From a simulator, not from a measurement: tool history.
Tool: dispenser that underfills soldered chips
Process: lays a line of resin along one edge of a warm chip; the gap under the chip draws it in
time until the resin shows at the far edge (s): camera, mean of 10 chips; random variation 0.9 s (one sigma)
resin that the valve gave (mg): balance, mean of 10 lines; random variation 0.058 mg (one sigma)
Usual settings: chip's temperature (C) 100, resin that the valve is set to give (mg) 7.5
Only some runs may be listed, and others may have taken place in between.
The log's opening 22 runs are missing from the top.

run   hour  chip's temperature (C)  resin that the valve is set to give (mg)  time until the resin shows at the far edge (s)  resin that the valve gave (mg)
 23  131.4                     110                                      7.22                                            83.5                            6.73
 24  134.7                     110                                      7.22                                           100.4                            6.96
     137.5  -- new syringe of resin
 25  139.5                     110                                      7.22                                              70                            6.97
 26  147.6                      99                                      7.18                                           139.5                            6.83
     150.9  -- new syringe of resin
 27  151.5                      99                                      7.18                                            93.3                            6.76
 28  158.3                      86                                      7.64                                           184.6                            7.22
 29  162.6                     109                                       9.5                                           104.8                            8.88
     164.2  -- new syringe of resin
 30  167.3                      92                                       8.3                                           122.9                            7.69
 31  172.7                     110                                       7.5                                            93.5                               7
       177  -- new syringe of resin
 32  179.1                     110                                       7.5                                              72                            6.91
 33  186.6                      95                                      6.86                                           159.2                            6.39
       190  -- new syringe of resin
 34  193.4                      91                                      9.71                                           128.5                            8.96
     196.6  -- dispensing valve cleaned and set on the balance
 35  201.9                      94                                      8.43                                           161.8                            8.36
     204.1  -- new syringe of resin
 36  206.6                      94                                      6.79                                           117.7                            6.86
 37  213.6                      90                                      8.48                                           174.4                            8.51

What if the next run were any one of these 3? Each begins from the tool's condition after run 37:
     217.2  -- new syringe of resin
  A  217.4                     114                                      6.72                                               ?                               ?
     217.2  -- new syringe of resin
  B  217.4                     110                                      8.94                                               ?                               ?
     217.2  -- new syringe of resin
  C  217.4                      86                                      8.48                                               ?                               ?

run  time until the resin shows at the far edge (s)  resin that the valve gave (mg)
  A                                            60.8                            6.71
  B                                            61.6                            8.87
  C                                           133.5                            8.34
Stripped of hidden state, with their random variation kept, the same runs would have yielded:
run  time until the resin shows at the far edge (s)  resin that the valve gave (mg)
  A                                            59.5                            6.77
  B                                            60.5                            8.94
  C                                           131.1                            8.41
